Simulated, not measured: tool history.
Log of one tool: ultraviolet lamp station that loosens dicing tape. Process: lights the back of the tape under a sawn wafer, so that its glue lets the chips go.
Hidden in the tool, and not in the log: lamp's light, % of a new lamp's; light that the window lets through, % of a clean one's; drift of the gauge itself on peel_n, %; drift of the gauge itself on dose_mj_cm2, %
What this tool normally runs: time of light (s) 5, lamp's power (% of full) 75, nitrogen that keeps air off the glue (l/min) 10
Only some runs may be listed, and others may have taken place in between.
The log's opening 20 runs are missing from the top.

run,hour,time of light (s),lamp's power (% of full),nitrogen that keeps air off the glue (l/min),hours of work of the lamp,hours of work since the window was cleaned,force that peels the tape off (N),light that reached the tape (mJ/cm2)
21,1018.4,3,72,19,927,210,0.971,109
22,1078.7,7,66,12,952,235,0.376,221
# hour 1092.1: window cleaned of glue's vapour
23,1131.3,7,66,12,974,17,0.308,240
24,1199.6,3,75,10,1003,45,1.1,117
25,1240.5,7,79,10,1020,63,0.26,285
26,1280.5,3,68,11,1037,80,1.187,105
27,1325.5,5,91,6,1056,98,0.547,233
28,1360.7,5,91,6,1071,113,0.554,228
29,1394,5,91,6,1085,127,0.575,226
30,1435.6,5,91,6,1103,145,0.596,224
31,1495,5,91,6,1128,170,0.573,222
32,1533.5,5,91,6,1144,186,0.576,217
33,1589.2,7,91,6,1167,210,0.333,300
34,1656.3,7,91,6,1196,238,0.351,300
# hour 1661.9: window cleaned of glue's vapour
35,1699.1,2,77,8,1214,16,1.641,76
36,1741.9,9,65,8,1232,34,0.276,291
37,1782.1,9,65,8,1249,51,0.3,292
38,1823.3,10,75,11,1266,68,0.149,365

Forecast each of these 5 alternatives for the next run:
A,1877.3,7,66,9,1289,91,?,?
B,1877.3,2,75,10,1289,91,?,?
C,1877.3,10,75,5,1289,91,?,?
D,1877.3,4,83,14,1289,91,?,?
E,1877.3,5,75,17,1289,91,?,?

run,force that peels the tape off (N),light that reached the tape (mJ/cm2)
A,0.44,221
B,1.654,73
C,0.261,364
D,0.623,159
E,0.454,183
What these runs would have given with no unlogged condition in the tool:
run,force that peels the tape off (N),light that reached the tape (mJ/cm2)
A,0.265,286
B,1.345,94
C,0.155,470
D,0.399,206
E,0.276,236
